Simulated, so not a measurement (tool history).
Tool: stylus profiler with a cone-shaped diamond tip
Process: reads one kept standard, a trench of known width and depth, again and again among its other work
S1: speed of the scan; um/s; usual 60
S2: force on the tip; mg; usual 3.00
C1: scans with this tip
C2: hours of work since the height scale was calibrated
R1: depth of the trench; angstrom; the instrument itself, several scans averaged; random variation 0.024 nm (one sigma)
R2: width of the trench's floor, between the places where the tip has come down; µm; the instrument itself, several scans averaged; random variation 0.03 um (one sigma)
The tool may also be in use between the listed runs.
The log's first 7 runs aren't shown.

run,hour,S1,S2,C1,C2,R1,R2
8,524.9,31,3.00,2766,376,1010.8,18.37
9,610.7,31,3.00,3091,420,1011.3,18.32
10,705.0,31,3.00,3447,469,1011.0,18.35
11,807.6,31,3.00,3836,522,1011.0,18.38
12,876.8,31,3.00,4097,557,1010.7,18.29
13,935.8,60,3.00,4320,588,1010.7,18.16
14,983.4,60,3.00,4501,612,1011.0,18.12
15,1031.8,60,3.00,4684,637,1010.9,18.14
16,1107.9,60,3.00,4972,676,1010.6,18.13
17,1200.3,23,3.00,5321,724,1010.2,18.31
18,1261.3,23,3.00,5552,755,1010.7,18.31
19,1363.6,23,3.00,5939,808,1010.7,18.33
20,1444.2,121,3.00,6244,849,1010.5,17.79
21,1502.1,121,3.00,6463,879,1010.6,17.73
22,1600.6,214,3.00,6835,930,1010.5,17.23
23,1698.4,214,3.00,7205,980,1010.5,17.17
24,1765.8,214,3.00,7460,1015,1010.2,17.12
25,1812.4,207,3.25,7636,1039,1010.6,17.22
26,1869.8,166,2.05,7854,1068,1007.1,17.24
27,1967.3,119,2.05,8222,1118,1007.7,17.54
28,2020.6,119,2.05,8424,1146,1007.3,17.52
29,2116.8,22,1.76,8788,1195,1006.4,18.19
30,2214.8,189,1.27,9159,1246,1005.1,16.70
31,2258.3,68,1.17,9323,1268,1004.6,17.72

Forecast run 32:
32,2361.4,20,1.17,9713,1321,?,?

{"run 32": {"R1": 1004.3, "R2": 18.1}}
Without the tool's hidden state the same run would have given R1 1006.2 angstrom, R2 18.38 µm.
